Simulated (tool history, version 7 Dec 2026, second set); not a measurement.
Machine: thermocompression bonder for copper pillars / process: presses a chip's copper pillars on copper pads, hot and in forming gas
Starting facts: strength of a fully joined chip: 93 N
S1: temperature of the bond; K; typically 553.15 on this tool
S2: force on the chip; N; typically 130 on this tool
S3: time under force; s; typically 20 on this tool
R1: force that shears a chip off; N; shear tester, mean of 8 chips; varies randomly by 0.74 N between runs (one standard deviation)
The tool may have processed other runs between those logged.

{"run": 1, "hour": 0.0, "S1": 553.15, "S2": 130, "S3": 20, "R1": 59.9}
{"run": 2, "hour": 66.8, "S1": 553.15, "S2": 130, "S3": 20, "R1": 59.8}
{"run": 3, "hour": 135.0, "S1": 553.15, "S2": 130, "S3": 23, "R1": 59.6}
{"run": 4, "hour": 182.2, "S1": 553.15, "S2": 103, "S3": 20, "R1": 51.1}
{"hour": 195.2, "done": "forming gas filter changed"}
{"run": 5, "hour": 224.6, "S1": 553.15, "S2": 141, "S3": 20, "R1": 62.2}
{"run": 6, "hour": 272.0, "S1": 553.15, "S2": 141, "S3": 20, "R1": 62.4}
{"run": 7, "hour": 360.8, "S1": 553.15, "S2": 130, "S3": 20, "R1": 60}
{"run": 8, "hour": 406.2, "S1": 553.15, "S2": 130, "S3": 20, "R1": 58.5}
{"run": 9, "hour": 493.7, "S1": 532.15, "S2": 130, "S3": 20, "R1": 45.2}
{"hour": 516.5, "done": "heater calibrated with a thermocouple chip"}
{"hour": 569.7, "done": "force cell calibrated"}
{"run": 10, "hour": 576.3, "S1": 553.15, "S2": 130, "S3": 20, "R1": 62.2}
{"run": 11, "hour": 658.5, "S1": 553.15, "S2": 130, "S3": 14, "R1": 54.8}
{"run": 12, "hour": 726.0, "S1": 553.15, "S2": 130, "S3": 14, "R1": 54.4}
{"hour": 797.6, "done": "forming gas filter changed"}
{"run": 13, "hour": 805.3, "S1": 553.15, "S2": 130, "S3": 14, "R1": 57.8}
{"run": 14, "hour": 855.9, "S1": 553.15, "S2": 130, "S3": 20, "R1": 63.4}
{"run": 15, "hour": 915.2, "S1": 553.15, "S2": 130, "S3": 20, "R1": 64}
{"run": 16, "hour": 1001.0, "S1": 553.15, "S2": 130, "S3": 53, "R1": 76.4}
{"run": 17, "hour": 1052.2, "S1": 553.15, "S2": 130, "S3": 53, "R1": 77.3}
{"run": 18, "hour": 1119.5, "S1": 553.15, "S2": 130, "S3": 20, "R1": 61.1}
{"run": 19, "hour": 1205.5, "S1": 553.15, "S2": 174, "S3": 20, "R1": 67.1}
{"run": 20, "hour": 1282.4, "S1": 567.15, "S2": 131, "S3": 37, "R1": 76.2}
{"run": 21, "hour": 1354.4, "S1": 567.15, "S2": 131, "S3": 37, "R1": 74.6}
{"hour": 1393.5, "done": "forming gas filter changed"}
{"run": 22, "hour": 1394.5, "S1": 577.15, "S2": 130, "S3": 13, "R1": 68.9}
{"run": 23, "hour": 1439.8, "S1": 553.15, "S2": 127, "S3": 20, "R1": 60.6}
{"run": 24, "hour": 1528.4, "S1": 540.15, "S2": 130, "S3": 20, "R1": 53.1}
{"run": 25, "hour": 1584.2, "S1": 531.15, "S2": 180, "S3": 14, "R1": 48.7}
{"run": 26, "hour": 1661.1, "S1": 561.15, "S2": 130, "S3": 20, "R1": 64.1}
{"run": 27, "hour": 1736.4, "S1": 561.15, "S2": 143, "S3": 13, "R1": 59.9}
{"run": 28, "hour": 1791.4, "S1": 561.15, "S2": 91, "S3": 13, "R1": 47.1}
{"run": 29, "hour": 1866.2, "S1": 552.15, "S2": 161, "S3": 47, "R1": 73.1}
{"run": 30, "hour": 1949.3, "S1": 551.15, "S2": 130, "S3": 20, "R1": 55.3}
{"hour": 1989.5, "done": "forming gas filter changed"}
{"run": 31, "hour": 2026.5, "S1": 551.15, "S2": 130, "S3": 20, "R1": 58.5}
{"run": 32, "hour": 2063.8, "S1": 553.15, "S2": 130, "S3": 12, "R1": 50.7}
{"run": 33, "hour": 2109.5, "S1": 553.15, "S2": 130, "S3": 12, "R1": 50.2}
{"run": 34, "hour": 2150.1, "S1": 553.15, "S2": 130, "S3": 12, "R1": 49.6}
{"run": 35, "hour": 2189.2, "S1": 553.15, "S2": 130, "S3": 12, "R1": 48.5}
{"run": 36, "hour": 2226.3, "S1": 553.15, "S2": 125, "S3": 20, "R1": 56.7}
{"hour": 2259.3, "done": "heater calibrated with a thermocouple chip"}
{"run": 37, "hour": 2271.5, "S1": 527.15, "S2": 107, "S3": 10, "R1": 33.8}
{"run": 38, "hour": 2326.7, "S1": 527.15, "S2": 107, "S3": 10, "R1": 33.8}

4 options for the next run, each taken on its own from the tool as it stands now. Forecast them:
{"run": "A", "hour": 2366.4, "S1": 577.15, "S2": 93, "S3": 10, "R1": "?"}
{"run": "B", "hour": 2366.4, "S1": 577.15, "S2": 164, "S3": 47, "R1": "?"}
{"run": "C", "hour": 2366.4, "S1": 565.15, "S2": 130, "S3": 56, "R1": "?"}
{"run": "D", "hour": 2366.4, "S1": 577.15, "S2": 185, "S3": 10, "R1": "?"}

run=A R1=58.4
run=B R1=85.8
run=C R1=81.5
run=D R1=75.3
Take away the tool's hidden state, keep each run's random variation, and the runs would have read:
run=A R1=60.6
run=B R1=89.7
run=C R1=85.1
run=D R1=78.4

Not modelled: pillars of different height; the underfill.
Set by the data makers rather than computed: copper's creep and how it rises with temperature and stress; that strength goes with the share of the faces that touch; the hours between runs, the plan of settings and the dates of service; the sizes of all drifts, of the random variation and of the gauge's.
